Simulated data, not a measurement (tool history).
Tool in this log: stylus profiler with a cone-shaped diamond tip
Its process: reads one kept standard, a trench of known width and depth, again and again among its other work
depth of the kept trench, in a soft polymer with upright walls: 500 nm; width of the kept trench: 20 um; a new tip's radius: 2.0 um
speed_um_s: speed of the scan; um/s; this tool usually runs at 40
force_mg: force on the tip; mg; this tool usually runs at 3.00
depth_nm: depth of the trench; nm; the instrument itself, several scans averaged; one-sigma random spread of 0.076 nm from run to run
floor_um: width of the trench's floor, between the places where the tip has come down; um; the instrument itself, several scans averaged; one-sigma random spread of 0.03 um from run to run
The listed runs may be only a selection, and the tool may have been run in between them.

run     day  speed_um_s  force_mg  depth_nm  floor_um
  1   0.000          40      3.00    505.01     16.94
  2   4.729         130      3.00    504.88     16.63
  3   7.138         130      3.00    504.91     16.57
  4  10.842         130      3.00    504.87     16.51
  5  15.117         130      3.00    505.11     16.48
  6  19.350         130      3.00    505.07     16.43
  7  23.621          50      4.25    506.39     16.60
  8  27.750          42      3.00    505.69     16.54
  9  30.946          11      7.65    509.59     16.66
 10  35.475          47      7.65    509.63     16.51
 11  40.462          29      6.70    509.12     16.48
 12  44.012          29      6.70    508.96     16.47

Missing from the log above: 1 entry noted between runs. For each, name the pair of listed runs it sits between and say how the tool's hidden condition differs from the listed run just before to the listed run just after:
In the gap between runs 7 and 8: height scale calibrated on a step standard (day 23.958)
  radius of the tip, um: 2.91 -> 3; height scale over the true one, %: 0.135 -> 0.225
  what was measured, less what the result would be without the hidden state, depth_nm: +0.69 -> +1.13 nm; floor_um: -0.62 -> -0.66 um

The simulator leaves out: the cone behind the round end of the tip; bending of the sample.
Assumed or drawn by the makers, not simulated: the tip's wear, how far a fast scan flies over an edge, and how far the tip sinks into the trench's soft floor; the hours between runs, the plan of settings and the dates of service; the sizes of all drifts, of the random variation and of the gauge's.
